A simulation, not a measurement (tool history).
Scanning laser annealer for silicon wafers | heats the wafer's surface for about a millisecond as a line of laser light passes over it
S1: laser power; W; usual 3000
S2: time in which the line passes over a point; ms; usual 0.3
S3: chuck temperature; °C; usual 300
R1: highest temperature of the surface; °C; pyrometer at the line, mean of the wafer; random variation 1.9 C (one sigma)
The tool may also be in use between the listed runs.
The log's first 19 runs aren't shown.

run	hour	S1	S2	S3	R1
# hour 210.9: optics aligned, line set to its width, once more
20	213.9	3000	0.3	300	1103
21	225.4	3000	0.344	268	1143
22	237.3	2772	0.279	268	962
23	247.1	3275	0.279	277	1146
24	254.7	3236	0.268	265	1099
25	266.5	3030	0.212	336	1000
26	282.9	3000	0.314	337	1158
27	290.2	3171	0.247	287	1058
28	301.3	2888	0.211	287	907
29	312.6	3000	0.212	316	967
30	328	3176	0.212	316	1022
31	343.4	3176	0.212	316	1021
32	357.3	2781	0.306	286	1017
33	373.4	2781	0.306	286	1012
34	380.8	2782	0.248	300	942
35	394.8	3154	0.225	337	1057
# hour 404.6: window over the wafer cleaned
36	409.9	2761	0.297	275	1010
37	417.5	2727	0.231	306	930
38	426	2727	0.263	324	996

4 ways to go on from here, each from the tool as it stands after run 38. What would each give?
A	437.7	3000	0.3	338	?
B	437.7	3050	0.247	324	?
C	437.7	2750	0.344	324	?
D	437.7	2739	0.3	299	?

run	R1
A	1161
B	1074
C	1119
D	1023
Without the tool's hidden state the same runs would have given:
run	R1
A	1173
B	1084
C	1131
D	1033
